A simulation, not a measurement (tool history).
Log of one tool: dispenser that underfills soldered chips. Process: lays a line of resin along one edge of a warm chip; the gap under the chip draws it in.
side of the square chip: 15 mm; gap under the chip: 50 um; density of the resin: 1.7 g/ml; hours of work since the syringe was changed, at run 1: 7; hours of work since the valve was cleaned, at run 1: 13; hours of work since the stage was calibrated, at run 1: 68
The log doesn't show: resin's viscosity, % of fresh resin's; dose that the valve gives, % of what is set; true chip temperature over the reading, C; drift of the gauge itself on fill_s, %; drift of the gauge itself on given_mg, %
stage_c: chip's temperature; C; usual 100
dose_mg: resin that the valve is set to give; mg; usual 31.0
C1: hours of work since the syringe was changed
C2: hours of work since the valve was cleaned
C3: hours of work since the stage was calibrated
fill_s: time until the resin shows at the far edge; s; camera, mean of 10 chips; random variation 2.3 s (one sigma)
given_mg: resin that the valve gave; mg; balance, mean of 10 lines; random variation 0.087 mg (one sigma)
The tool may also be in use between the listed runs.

Run 1, hour 0.0: usual settings; C1 7; C2 13; C3 68. Result: fill_s 382.5 s, given_mg 30.72 mg.
At hour 1.1: new syringe of resin.
Run 2, hour 8.7: usual settings but stage_c 95 C; C1 5; C2 19; C3 74. Result: fill_s 393.2 s, given_mg 30.81 mg.
At hour 12.4: new syringe of resin.
Run 3, hour 16.1: usual settings but stage_c 95 C, dose_mg 26.3 mg; C1 3; C2 24; C3 79. Result: fill_s 324.6 s, given_mg 26.06 mg.
At hour 23.7: new syringe of resin.
Run 4, hour 26.0: usual settings but stage_c 95 C, dose_mg 27.7 mg; C1 2; C2 31; C3 86. Result: fill_s 305.1 s, given_mg 27.33 mg.
Run 5, hour 31.4: usual settings but stage_c 95 C, dose_mg 27.7 mg; C1 5; C2 35; C3 89. Result: fill_s 406.3 s, given_mg 27.46 mg.
At hour 34.7: new syringe of resin.
Run 6, hour 40.9: usual settings but stage_c 95 C, dose_mg 27.7 mg; C1 4; C2 41; C3 96. Result: fill_s 371.8 s, given_mg 27.21 mg.
At hour 45.9: new syringe of resin.
Run 7, hour 49.8: usual settings but stage_c 106 C; C1 3; C2 47; C3 102. Result: fill_s 234.6 s, given_mg 30.37 mg.
Run 8, hour 54.4: usual settings but stage_c 106 C, dose_mg 28.7 mg; C1 6; C2 50; C3 105. Result: fill_s 300.8 s, given_mg 28.16 mg.
At hour 57.3: new syringe of resin.
Run 9, hour 59.1: usual settings but stage_c 106 C, dose_mg 28.7 mg; C1 1; C2 54; C3 108. Result: fill_s 217.4 s, given_mg 28.04 mg.
Run 10, hour 65.9: usual settings; C1 6; C2 58; C3 113. Result: fill_s 361.3 s, given_mg 30.28 mg.
At hour 69.2: new syringe of resin.
Run 11, hour 72.2: usual settings but stage_c 111 C; C1 2; C2 63; C3 118. Result: fill_s 198.9 s, given_mg 30.22 mg.
At hour 80.5: new syringe of resin.
Run 12, hour 81.2: usual settings but stage_c 111 C; C1 0; C2 69; C3 124. Result: fill_s 171.8 s, given_mg 30.21 mg.
Run 13, hour 90.3: usual settings; C1 7; C2 75; C3 130. Result: fill_s 369.5 s, given_mg 30.24 mg.
At hour 91.6: new syringe of resin.
Run 14, hour 96.7: usual settings; C1 4; C2 79; C3 134. Result: fill_s 301.3 s, given_mg 29.90 mg.
Run 15, hour 101.2: usual settings; C1 7; C2 83; C3 138. Result: fill_s 371.4 s, given_mg 29.90 mg.
At hour 103.0: new syringe of resin.
Run 16, hour 108.1: usual settings; C1 4; C2 87; C3 142. Result: fill_s 304.0 s, given_mg 29.89 mg.
At hour 111.4: dispensing valve cleaned and set on the balance.
At hour 115.5: new syringe of resin.
Run 17, hour 116.6: usual settings; C1 1; C2 3; C3 147. Result: fill_s 244.0 s, given_mg 30.97 mg.
Run 18, hour 122.4: usual settings; C1 5; C2 8; C3 151. Result: fill_s 332.6 s, given_mg 30.92 mg.
At hour 126.6: new syringe of resin.
Run 19, hour 127.4: usual settings but stage_c 113 C, dose_mg 39.8 mg; C1 1; C2 11; C3 155. Result: fill_s 164.4 s, given_mg 39.57 mg.
Run 20, hour 132.3: usual settings but stage_c 103 C, dose_mg 34.7 mg; C1 4; C2 14; C3 158. Result: fill_s 284.3 s, given_mg 34.49 mg.
At hour 137.9: new syringe of resin.
Run 21, hour 138.1: usual settings but stage_c 107 C, dose_mg 27.6 mg; C1 0; C2 18; C3 162. Result: fill_s 192.0 s, given_mg 27.31 mg.
Run 22, hour 144.2: usual settings but stage_c 107 C, dose_mg 27.6 mg; C1 4; C2 23; C3 166. Result: fill_s 264.4 s, given_mg 27.28 mg.
At hour 149.2: new syringe of resin.
Run 23, hour 152.7: usual settings but stage_c 109 C, dose_mg 33.4 mg; C1 2; C2 28; C3 172. Result: fill_s 209.6 s, given_mg 33.09 mg.
At hour 160.9: new syringe of resin.
Run 24, hour 162.9: usual settings but stage_c 107 C, dose_mg 38.8 mg; C1 1; C2 35; C3 179. Result: fill_s 211.7 s, given_mg 38.15 mg.
Run 25, hour 171.5: usual settings but stage_c 89 C, dose_mg 29.2 mg; C1 7; C2 41; C3 185. Result: fill_s 571.5 s, given_mg 28.66 mg.
At hour 172.6: new syringe of resin.
Run 26, hour 178.7: usual settings but stage_c 89 C, dose_mg 29.2 mg; C1 4; C2 46; C3 190. Result: fill_s 457.5 s, given_mg 28.65 mg.
At hour 183.8: new syringe of resin.
Run 27, hour 184.0: usual settings but stage_c 96 C, dose_mg 39.4 mg; C1 0; C2 50; C3 194. Result: fill_s 261.1 s, given_mg 38.51 mg.
Run 28, hour 192.1: usual settings but stage_c 97 C, dose_mg 33.9 mg; C1 6; C2 56; C3 199. Result: fill_s 385.7 s, given_mg 33.10 mg.
At hour 195.1: new syringe of resin.
Run 29, hour 200.4: usual settings but stage_c 92 C, dose_mg 37.6 mg; C1 4; C2 61; C3 205. Result: fill_s 385.4 s, given_mg 36.61 mg.
At hour 206.4: new syringe of resin.
Run 30, hour 206.7: usual settings but stage_c 109 C; C1 0; C2 65; C3 209. Result: fill_s 185.0 s, given_mg 30.14 mg.
Run 31, hour 214.9: usual settings but stage_c 92 C, dose_mg 26.5 mg; C1 6; C2 71; C3 215. Result: fill_s 464.2 s, given_mg 25.83 mg.
At hour 217.3: new syringe of resin.
Run 32, hour 224.4: usual settings but stage_c 105 C, dose_mg 30.5 mg; C1 5; C2 78; C3 222. Result: fill_s 303.0 s, given_mg 29.43 mg.
At hour 228.7: new syringe of resin.
Run 33, hour 229.0: usual settings but stage_c 98 C, dose_mg 32.8 mg; C1 0; C2 81; C3 225. Result: fill_s 255.4 s, given_mg 31.90 mg.
Run 34, hour 233.3: usual settings but stage_c 96 C, dose_mg 40.1 mg; C1 3; C2 84; C3 228. Result: fill_s 331.9 s, given_mg 38.86 mg.
At hour 240.0: new syringe of resin.
At hour 241.5: dispensing valve cleaned and set on the balance.
Run 35, hour 242.9: usual settings but stage_c 110 C, dose_mg 34.9 mg; C1 1; C2 1; C3 234. Result: fill_s 192.1 s, given_mg 34.97 mg.
Run 36, hour 247.4: usual settings but stage_c 110 C, dose_mg 34.9 mg; C1 4; C2 4; C3 237. Result: fill_s 240.2 s, given_mg 34.88 mg.

How the hidden state differs across the entries between the runs, from the last listed run before each to the first after it:
Between runs 1 and 2: new syringe of resin (hour 1.1)
  resin's viscosity, % of fresh resin's: 168.3 -> 149; dose that the valve gives, % of what is set: 99.4 -> 99.19; true chip temperature over the reading, C: -0.49 -> -0.53
  measured less the result without the state, fill_s: +158.5 -> +133.8 s; given_mg: -0.18 -> -0.25 mg
Between runs 2 and 3: new syringe of resin (hour 12.4)
  resin's viscosity, % of fresh resin's: 149 -> 120; dose that the valve gives, % of what is set: 99.19 -> 99; true chip temperature over the reading, C: -0.53 -> -0.55
  measured less the result without the state, fill_s: +133.8 -> +59.3 s; given_mg: -0.25 -> -0.27 mg
Between runs 3 and 4: new syringe of resin (hour 23.7)
  resin's viscosity, % of fresh resin's: 120 -> 112.7; dose that the valve gives, % of what is set: 99 -> 98.72; true chip temperature over the reading, C: -0.55 -> -0.59
  measured less the result without the state, fill_s: +59.3 -> +39.7 s; given_mg: -0.27 -> -0.36 mg
Between runs 5 and 6: new syringe of resin (hour 34.7)
  resin's viscosity, % of fresh resin's: 147.7 -> 137.3; dose that the valve gives, % of what is set: 98.58 -> 98.31; true chip temperature over the reading, C: -0.61 -> -0.65
  measured less the result without the state, fill_s: +137.1 -> +107.4 s; given_mg: -0.40 -> -0.46 mg
Between runs 6 and 7: new syringe of resin (hour 45.9)
  resin's viscosity, % of fresh resin's: 137.3 -> 122.8; dose that the valve gives, % of what is set: 98.31 -> 98.09; true chip temperature over the reading, C: -0.65 -> -0.69
  measured less the result without the state, fill_s: +107.4 -> +47.8 s; given_mg: -0.46 -> -0.59 mg
Between runs 8 and 9: new syringe of resin (hour 57.3)
  resin's viscosity, % of fresh resin's: 155.4 -> 110.4; dose that the valve gives, % of what is set: 97.97 -> 97.86; true chip temperature over the reading, C: -0.71 -> -0.72
  measured less the result without the state, fill_s: +111.9 -> +25.3 s; given_mg: -0.58 -> -0.62 mg
Between runs 10 and 11: new syringe of resin (hour 69.2)
  resin's viscosity, % of fresh resin's: 155.8 -> 115.8; dose that the valve gives, % of what is set: 97.68 -> 97.51; true chip temperature over the reading, C: -0.75 -> -0.77
  measured less the result without the state, fill_s: +135.2 -> +31.2 s; given_mg: -0.72 -> -0.77 mg
Between runs 11 and 12: new syringe of resin (hour 80.5)
  resin's viscosity, % of fresh resin's: 115.8 -> 101.6; dose that the valve gives, % of what is set: 97.51 -> 97.26; true chip temperature over the reading, C: -0.77 -> -0.81
  measured less the result without the state, fill_s: +31.2 -> +7.0 s; given_mg: -0.77 -> -0.85 mg
Between runs 13 and 14: new syringe of resin (hour 91.6)
  resin's viscosity, % of fresh resin's: 161 -> 129; dose that the valve gives, % of what is set: 97.01 -> 96.83; true chip temperature over the reading, C: -0.85 -> -0.87
  measured less the result without the state, fill_s: +146.6 -> +74.5 s; given_mg: -0.93 -> -0.98 mg
Between runs 15 and 16: new syringe of resin (hour 103.0)
  resin's viscosity, % of fresh resin's: 161.6 -> 130.7; dose that the valve gives, % of what is set: 96.7 -> 96.52; true chip temperature over the reading, C: -0.89 -> -0.92
  measured less the result without the state, fill_s: +148.6 -> +78.6 s; given_mg: -1.02 -> -1.08 mg
Between runs 16 and 17: dispensing valve cleaned and set on the balance (hour 111.4); new syringe of resin (hour 115.5)
  resin's viscosity, % of fresh resin's: 130.7 -> 106.4; dose that the valve gives, % of what is set: 96.52 -> 99.76; true chip temperature over the reading, C: -0.92 -> -0.95
  measured less the result without the state, fill_s: +78.6 -> +21.0 s; given_mg: -1.08 -> -0.07 mg
Between runs 18 and 19: new syringe of resin (hour 126.6)
  resin's viscosity, % of fresh resin's: 142.8 -> 105.7; dose that the valve gives, % of what is set: 99.59 -> 99.45; true chip temperature over the reading, C: -0.97 -> -0.99
  measured less the result without the state, fill_s: +106.5 -> +13.1 s; given_mg: -0.13 -> -0.22 mg
Between runs 20 and 21: new syringe of resin (hour 137.9)
  resin's viscosity, % of fresh resin's: 135.3 -> 100; dose that the valve gives, % of what is set: 99.33 -> 99.18; true chip temperature over the reading, C: -1.01 -> -1.03
  measured less the result without the state, fill_s: +80.3 -> +5.8 s; given_mg: -0.23 -> -0.22 mg
Between runs 22 and 23: new syringe of resin (hour 149.2)
  resin's viscosity, % of fresh resin's: 135.7 -> 118.7; dose that the valve gives, % of what is set: 99.03 -> 98.81; true chip temperature over the reading, C: -1.06 -> -1.09
  measured less the result without the state, fill_s: +75.7 -> +38.5 s; given_mg: -0.27 -> -0.40 mg
Between runs 23 and 24: new syringe of resin (hour 160.9)
  resin's viscosity, % of fresh resin's: 118.7 -> 111.9; dose that the valve gives, % of what is set: 98.81 -> 98.52; true chip temperature over the reading, C: -1.09 -> -1.13
  measured less the result without the state, fill_s: +38.5 -> +28.7 s; given_mg: -0.40 -> -0.57 mg
Between runs 25 and 26: new syringe of resin (hour 172.6)
  resin's viscosity, % of fresh resin's: 172.2 -> 138.4; dose that the valve gives, % of what is set: 98.28 -> 98.1; true chip temperature over the reading, C: -1.17 -> -1.2
  measured less the result without the state, fill_s: +252.8 -> +140.2 s; given_mg: -0.51 -> -0.56 mg
Between runs 26 and 27: new syringe of resin (hour 183.8)
  resin's viscosity, % of fresh resin's: 138.4 -> 101.2; dose that the valve gives, % of what is set: 98.1 -> 97.97; true chip temperature over the reading, C: -1.2 -> -1.22
  measured less the result without the state, fill_s: +140.2 -> +12.6 s; given_mg: -0.56 -> -0.80 mg
Between runs 28 and 29: new syringe of resin (hour 195.1)
  resin's viscosity, % of fresh resin's: 152.5 -> 130.8; dose that the valve gives, % of what is set: 97.77 -> 97.55; true chip temperature over the reading, C: -1.25 -> -1.28
  measured less the result without the state, fill_s: +142.6 -> +102.5 s; given_mg: -0.76 -> -0.92 mg
Between runs 29 and 30: new syringe of resin (hour 206.4)
  resin's viscosity, % of fresh resin's: 130.8 -> 100.3; dose that the valve gives, % of what is set: 97.55 -> 97.38; true chip temperature over the reading, C: -1.28 -> -1.31
  measured less the result without the state, fill_s: +102.5 -> +7.8 s; given_mg: -0.92 -> -0.81 mg
Between runs 31 and 32: new syringe of resin (hour 217.3)
  resin's viscosity, % of fresh resin's: 151.6 -> 145.3; dose that the valve gives, % of what is set: 97.14 -> 96.89; true chip temperature over the reading, C: -1.35 -> -1.38
  measured less the result without the state, fill_s: +172.5 -> +103.3 s; given_mg: -0.76 -> -0.95 mg
Between runs 32 and 33: new syringe of resin (hour 228.7)
  resin's viscosity, % of fresh resin's: 145.3 -> 101.8; dose that the valve gives, % of what is set: 96.89 -> 96.78; true chip temperature over the reading, C: -1.38 -> -1.4
  measured less the result without the state, fill_s: +103.3 -> +15.4 s; given_mg: -0.95 -> -1.06 mg
Between runs 34 and 35: new syringe of resin (hour 240.0); dispensing valve cleaned and set on the balance (hour 241.5)
  resin's viscosity, % of fresh resin's: 126.8 -> 109.8; dose that the valve gives, % of what is set: 96.67 -> 99.89; true chip temperature over the reading, C: -1.41 -> -1.45
  measured less the result without the state, fill_s: +81.2 -> +24.0 s; given_mg: -1.33 -> -0.04 mg

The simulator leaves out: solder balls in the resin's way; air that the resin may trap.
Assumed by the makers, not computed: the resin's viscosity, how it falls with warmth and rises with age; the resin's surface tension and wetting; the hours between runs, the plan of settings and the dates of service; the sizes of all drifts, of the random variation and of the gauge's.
